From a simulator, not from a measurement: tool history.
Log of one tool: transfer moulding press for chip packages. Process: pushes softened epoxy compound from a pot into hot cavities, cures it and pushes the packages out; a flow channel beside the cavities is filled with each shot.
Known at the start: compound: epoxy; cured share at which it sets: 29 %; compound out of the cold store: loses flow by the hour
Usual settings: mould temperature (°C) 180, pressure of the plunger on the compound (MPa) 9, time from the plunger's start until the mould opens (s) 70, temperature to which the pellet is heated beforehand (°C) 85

run,hour,mould temperature (°C),pressure of the plunger on the compound (MPa),time from the plunger's start until the mould opens (s),temperature to which the pellet is heated beforehand (°C),incoming compound's hours out of the cold store,length that the compound runs in the flow channel (mm),greatest force on the pins that push the packages out (N)
1,0,180,9,70,85,42.5,878,605
2,19.4,180,9,70,85,8.9,1032,879
3,41.3,180,9,70,85,40.2,913,868
4,68.7,179,9,70,85,8.3,1078,1142
5,114.9,179,9,70,85,40.4,914,1082
6,146.1,179,9,70,85,13,1044,1220
7,188.4,179,9,70,85,9.3,1056,909
8,210.4,180,9,70,85,21.1,993,946
9,237.9,187,7.3,58,94,44.6,770,949
10,277.7,173,9,61,85,10.3,1091,2074
11,307.4,173,9,103,77,44.6,920,694
12,349.6,173,9,103,77,31.9,974,500
13,379.5,173,9,73,94,21.9,1023,1179
14,403.6,173,9,73,94,43.8,906,1173
15,446.7,173,9,86,94,41.1,903,705

Not shown: 8 entries that the log had between the listed runs. Between which runs, and how does the tool's hidden state differ before and after?
Between runs 2 and 3: plunger's sealing rings changed (hour 39.7)
  true mould temperature over the reading, C: -1.62 -> -1.65; pressure that reaches the compound, % of what is set: 92.67 -> 99.88; grip of the stained cavities, % over clean ones': 29 -> 45.9
  measured less the result without the state, length that the compound runs in the flow channel (mm): -35 -> +4; greatest force on the pins that push the packages out (N): +268 -> +327
Between runs 4 and 5: cavities cleaned with cleaning compound and waxed (hour 86.8)
  true mould temperature over the reading, C: -1.68 -> -1.74; pressure that reaches the compound, % of what is set: 98.92 -> 97.48; grip of the stained cavities, % over clean ones': 57.1 -> 75.2
  measured less the result without the state, length that the compound runs in the flow channel (mm): +0 -> -7; greatest force on the pins that push the packages out (N): +496 -> +528
Between runs 6 and 7: cavities cleaned with cleaning compound and waxed, once more (hour 170.3)
  true mould temperature over the reading, C: -1.78 -> -1.83; pressure that reaches the compound, % of what is set: 96.49 -> 95.18; grip of the stained cavities, % over clean ones': 69.2 -> 27.9
  measured less the result without the state, length that the compound runs in the flow channel (mm): -13 -> -21; greatest force on the pins that push the packages out (N): +576 -> +284
Between runs 9 and 10: cavities cleaned with cleaning compound and waxed (hour 254); plunger's sealing rings changed (hour 277.2)
  true mould temperature over the reading, C: -1.89 -> -1.94; pressure that reaches the compound, % of what is set: 93.49 -> 99.8; grip of the stained cavities, % over clean ones': 57.3 -> 33.5
  measured less the result without the state, length that the compound runs in the flow channel (mm): -22 -> +6; greatest force on the pins that push the packages out (N): +402 -> +667
Between runs 11 and 12: mould's thermocouples calibrated (hour 334.3); cavities cleaned with cleaning compound and waxed (hour 342.8)
  true mould temperature over the reading, C: -1.98 -> -0.24; pressure that reaches the compound, % of what is set: 98.77 -> 97.41; grip of the stained cavities, % over clean ones': 52.7 -> 14.7
  measured less the result without the state, length that the compound runs in the flow channel (mm): +0 -> -12; greatest force on the pins that push the packages out (N): +266 -> +67
Between runs 14 and 15: cavities cleaned with cleaning compound and waxed (hour 427.9)
  true mould temperature over the reading, C: -0.31 -> -0.36; pressure that reaches the compound, % of what is set: 95.59 -> 94.05; grip of the stained cavities, % over clean ones': 56 -> 28.4
  measured less the result without the state, length that the compound runs in the flow channel (mm): -19 -> -27; greatest force on the pins that push the packages out (N): +436 -> +168
